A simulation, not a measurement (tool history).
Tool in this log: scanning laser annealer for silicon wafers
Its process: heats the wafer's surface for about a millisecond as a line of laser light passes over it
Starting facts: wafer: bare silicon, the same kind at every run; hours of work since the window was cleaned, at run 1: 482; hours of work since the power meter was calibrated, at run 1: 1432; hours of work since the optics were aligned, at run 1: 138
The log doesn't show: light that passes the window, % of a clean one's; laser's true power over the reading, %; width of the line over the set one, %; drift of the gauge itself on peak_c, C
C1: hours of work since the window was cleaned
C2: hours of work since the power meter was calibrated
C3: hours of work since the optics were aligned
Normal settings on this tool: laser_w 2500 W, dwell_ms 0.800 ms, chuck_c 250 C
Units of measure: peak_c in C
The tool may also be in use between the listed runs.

run 1 hour=0.0 | laser_w=2500 dwell_ms=0.800 chuck_c=250 | C1=482 C2=1432 C3=138 | peak_c=1011
-- hour=54.5 window over the wafer cleaned
run 2 hour=68.7 | laser_w=2500 dwell_ms=0.800 chuck_c=250 | C1=9 C2=1475 C3=181 | peak_c=1043
run 3 hour=141.5 | laser_w=2500 dwell_ms=0.767 chuck_c=250 | C1=57 C2=1523 C3=229 | peak_c=1026
run 4 hour=184.0 | laser_w=2500 dwell_ms=0.767 chuck_c=250 | C1=85 C2=1551 C3=257 | peak_c=1021
run 5 hour=267.1 | laser_w=2500 dwell_ms=0.767 chuck_c=250 | C1=140 C2=1606 C3=312 | peak_c=1013
-- hour=276.8 laser's power meter calibrated
run 6 hour=329.6 | laser_w=2519 dwell_ms=0.800 chuck_c=250 | C1=179 C2=35 C3=351 | peak_c=1034
run 7 hour=376.4 | laser_w=2394 dwell_ms=0.742 chuck_c=232 | C1=209 C2=65 C3=382 | peak_c=939
run 8 hour=416.4 | laser_w=2394 dwell_ms=0.905 chuck_c=232 | C1=236 C2=92 C3=408 | peak_c=1001
run 9 hour=499.3 | laser_w=2325 dwell_ms=0.848 chuck_c=250 | C1=290 C2=146 C3=462 | peak_c=964

What does the tool deliver on the next run?
-- hour=573.8 laser's power meter calibrated, once more
run 10 hour=575.8 | laser_w=2500 dwell_ms=0.963 chuck_c=250 | C1=339 C2=1 C3=511 | peak_c=?

peak_c: 1086 C
Minus the tool's unlogged condition, the same run would have read peak_c 1132 C.

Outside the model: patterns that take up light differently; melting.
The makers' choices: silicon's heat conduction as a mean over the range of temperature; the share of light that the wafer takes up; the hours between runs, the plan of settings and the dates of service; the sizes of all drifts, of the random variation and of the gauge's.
